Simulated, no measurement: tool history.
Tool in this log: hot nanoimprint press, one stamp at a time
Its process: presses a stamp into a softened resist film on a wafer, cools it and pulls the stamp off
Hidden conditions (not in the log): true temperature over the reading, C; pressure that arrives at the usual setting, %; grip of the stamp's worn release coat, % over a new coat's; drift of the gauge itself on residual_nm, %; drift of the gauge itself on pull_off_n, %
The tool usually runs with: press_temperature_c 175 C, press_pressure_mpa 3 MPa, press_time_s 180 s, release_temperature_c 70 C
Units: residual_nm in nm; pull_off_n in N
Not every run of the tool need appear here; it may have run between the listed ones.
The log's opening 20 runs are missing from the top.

run   hour  press_temperature_c  press_pressure_mpa  press_time_s  release_temperature_c  hours of work since the thermocouple was calibrated  imprints on the stamp's release coat  hours of work since the press's seals were changed  residual_nm  pull_off_n
 21  272.3                  168                1.93           309                     73                                                   64                                  1266                                                 200        210.2         140
 22  281.5                  168                1.93           309                     73                                                   69                                  1295                                                 204        210.8         139
 23  294.3                  168                1.93           309                     73                                                   74                                  1335                                                 210        212.9         143
 24  309.1                  179                4.25           180                     62                                                   81                                  1382                                                 217          118         185
 25  321.8                  175                3.73           171                     70                                                   87                                  1423                                                 223        151.7         159
 26  334.2                  179                1.85           171                     72                                                   93                                  1462                                                 229        173.7         148
 27  342.7                  179                1.85           171                     58                                                   97                                  1489                                                 232        174.5         200
 28  358.2                  179                1.85           224                     69                                                  104                                  1538                                                 240        156.4         161
     375.3  -- stamp cleaned and given a new release coat
 29  376.7                  175                   3           180                     73                                                  109                                     5                                                 245        165.4          99
 30  388.2                  164                   3           180                     56                                                  115                                    41                                                 251        248.2         145

Alternative continuations, all from the tool just after run 30; predict every row:
  A  398.8                  166                   3           353                     78                                                  120                                    75                                                 255            ?           ?
  B  398.8                  172                4.49           180                     72                                                  120                                    75                                                 255            ?           ?
  C  398.8                  164                2.18           105                     70                                                  120                                    75                                                 255            ?           ?
  D  398.8                  166                3.39           180                     62                                                  120                                    75                                                 255            ?           ?

run  residual_nm  pull_off_n
  A        186.6          91
  B        158.2         105
  C        295.2         109
  D        224.9         128
With the hidden condition removed and each run's random variation left untouched, the same runs would have given:
run  residual_nm  pull_off_n
  A        181.8          87
  B        153.5         102
  C          292         106
  D        219.9         124
